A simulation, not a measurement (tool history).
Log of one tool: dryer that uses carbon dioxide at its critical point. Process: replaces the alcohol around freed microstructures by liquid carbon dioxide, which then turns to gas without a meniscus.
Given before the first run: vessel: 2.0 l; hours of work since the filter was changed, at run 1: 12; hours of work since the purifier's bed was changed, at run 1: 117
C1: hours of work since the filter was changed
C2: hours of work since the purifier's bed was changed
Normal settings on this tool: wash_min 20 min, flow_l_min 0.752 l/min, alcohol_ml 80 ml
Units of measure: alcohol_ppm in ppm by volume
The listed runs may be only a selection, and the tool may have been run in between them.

run 1 hour=0.0 | wash_min=20 flow_l_min=0.752 alcohol_ml=80 | C1=12 C2=117 | alcohol_ppm=153
run 2 hour=9.7 | wash_min=20 flow_l_min=0.752 alcohol_ml=80 | C1=18 C2=124 | alcohol_ppm=163
run 3 hour=14.1 | wash_min=20 flow_l_min=0.752 alcohol_ml=80 | C1=21 C2=126 | alcohol_ppm=166
run 4 hour=19.7 | wash_min=20 flow_l_min=0.752 alcohol_ml=47 | C1=25 C2=130 | alcohol_ppm=111
run 5 hour=24.0 | wash_min=20 flow_l_min=0.752 alcohol_ml=47 | C1=27 C2=133 | alcohol_ppm=105
run 6 hour=33.4 | wash_min=20 flow_l_min=0.752 alcohol_ml=47 | C1=33 C2=139 | alcohol_ppm=125
run 7 hour=39.2 | wash_min=20 flow_l_min=0.752 alcohol_ml=80 | C1=37 C2=143 | alcohol_ppm=172
run 8 hour=46.7 | wash_min=27 flow_l_min=0.752 alcohol_ml=80 | C1=42 C2=147 | alcohol_ppm=68
run 9 hour=51.6 | wash_min=27 flow_l_min=0.752 alcohol_ml=80 | C1=45 C2=151 | alcohol_ppm=67
run 10 hour=57.5 | wash_min=27 flow_l_min=0.752 alcohol_ml=80 | C1=49 C2=154 | alcohol_ppm=65
run 11 hour=62.5 | wash_min=27 flow_l_min=0.752 alcohol_ml=80 | C1=52 C2=157 | alcohol_ppm=74
run 12 hour=71.5 | wash_min=27 flow_l_min=0.752 alcohol_ml=80 | C1=58 C2=163 | alcohol_ppm=74
run 13 hour=77.5 | wash_min=27 flow_l_min=0.752 alcohol_ml=80 | C1=62 C2=167 | alcohol_ppm=65

Expected results for the next run?
run 14 hour=84.8 | wash_min=23 flow_l_min=0.752 alcohol_ml=109 | C1=66 C2=172 | alcohol_ppm=?

Run 14 measured alcohol_ppm 133 ppm by volume.
Had the tool carried no hidden state, the very same run would have given alcohol_ppm 54 ppm by volume.
